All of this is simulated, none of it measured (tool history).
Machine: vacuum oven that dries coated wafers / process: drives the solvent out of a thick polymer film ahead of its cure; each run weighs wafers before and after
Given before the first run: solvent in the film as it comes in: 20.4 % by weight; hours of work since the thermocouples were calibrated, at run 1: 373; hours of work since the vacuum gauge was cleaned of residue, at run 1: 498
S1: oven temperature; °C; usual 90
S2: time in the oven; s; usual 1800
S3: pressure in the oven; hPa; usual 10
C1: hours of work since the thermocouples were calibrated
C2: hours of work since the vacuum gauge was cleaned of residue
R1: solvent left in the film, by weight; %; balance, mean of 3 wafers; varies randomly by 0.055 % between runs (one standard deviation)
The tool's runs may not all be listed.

run 1 hour=0 | S1=90 S2=1800 S3=10 | C1=373 C2=498 | R1=2.1
run 2 hour=98.4 | S1=90 S2=1800 S3=10 | C1=436 C2=562 | R1=2.17
run 3 hour=151.2 | S1=90 S2=1800 S3=10 | C1=471 C2=596 | R1=2.02
run 4 hour=250.2 | S1=90 S2=1800 S3=10 | C1=535 C2=660 | R1=2.15
run 5 hour=324.2 | S1=90 S2=1800 S3=10 | C1=583 C2=708 | R1=2.04
run 6 hour=400.2 | S1=90 S2=1800 S3=19 | C1=633 C2=758 | R1=3.03
run 7 hour=463.3 | S1=90 S2=1800 S3=36.8 | C1=674 C2=799 | R1=4.56
run 8 hour=529.2 | S1=90 S2=1800 S3=36.8 | C1=716 C2=842 | R1=4.57
run 9 hour=610.4 | S1=90 S2=1800 S3=36.8 | C1=769 C2=894 | R1=4.4
run 10 hour=712 | S1=90 S2=1800 S3=36.8 | C1=835 C2=960 | R1=4.42
run 11 hour=764.4 | S1=82 S2=1800 S3=10 | C1=869 C2=995 | R1=4.63
-- hour=773 oven's thermocouples calibrated
run 12 hour=867.9 | S1=82 S2=1800 S3=10 | C1=62 C2=1061 | R1=4.32
run 13 hour=978.6 | S1=82 S2=1800 S3=10 | C1=134 C2=1132 | R1=4.24
run 14 hour=1037.9 | S1=82 S2=1800 S3=29.4 | C1=172 C2=1171 | R1=6.51
-- hour=1090.1 oven's thermocouples calibrated, once more
run 15 hour=1130.5 | S1=82 S2=1800 S3=29.4 | C1=26 C2=1230 | R1=7.95
run 16 hour=1234.4 | S1=83 S2=1140 S3=23.6 | C1=94 C2=1297 | R1=8.89
run 17 hour=1335.4 | S1=91 S2=1740 S3=13.8 | C1=159 C2=1363 | R1=2.78
run 18 hour=1408.4 | S1=75 S2=1020 S3=10 | C1=207 C2=1410 | R1=11.51
run 19 hour=1480.4 | S1=93 S2=1080 S3=6.1 | C1=254 C2=1457 | R1=3.29
run 20 hour=1549.5 | S1=90 S2=1620 S3=6.6 | C1=299 C2=1502 | R1=2.53
run 21 hour=1629.4 | S1=90 S2=1620 S3=6.6 | C1=350 C2=1554 | R1=2.66
run 22 hour=1710.7 | S1=77 S2=1260 S3=14.6 | C1=403 C2=1607 | R1=10.26
run 23 hour=1778.8 | S1=83 S2=2880 S3=18.3 | C1=448 C2=1651 | R1=4.21
run 24 hour=1849.3 | S1=92 S2=2820 S3=16.2 | C1=493 C2=1697 | R1=1.9
run 25 hour=1923.7 | S1=92 S2=2340 S3=16.2 | C1=542 C2=1745 | R1=2.19
run 26 hour=1975.7 | S1=92 S2=2340 S3=16.2 | C1=575 C2=1779 | R1=2
run 27 hour=2052.7 | S1=92 S2=2340 S3=16.2 | C1=625 C2=1829 | R1=2.07
run 28 hour=2122.5 | S1=90 S2=2820 S3=9.3 | C1=671 C2=1874 | R1=1.53
run 29 hour=2207.5 | S1=76 S2=1440 S3=10 | C1=726 C2=1930 | R1=9.26
run 30 hour=2286.8 | S1=76 S2=1440 S3=10 | C1=778 C2=1981 | R1=9.35

Hidden state at the last listed run before each entry between runs and at the first one after, where it differs:
In the gap between runs 11 and 12: oven's thermocouples calibrated (hour 773)
  true wafer temperature over the reading, C: 1.98 -> 2.67; true pressure over the reading, kPa: 0.169 -> 0.18
  difference, measured minus the result without the unlogged condition, R1: -0.69 -> -0.98 %
In the gap between runs 14 and 15: oven's thermocouples calibrated, once more (hour 1090.1)
  true wafer temperature over the reading, C: 2.86 -> -0.31; true pressure over the reading, kPa: 0.2 -> 0.211
  difference, measured minus the result without the unlogged condition, R1: -1.13 -> +0.39 %
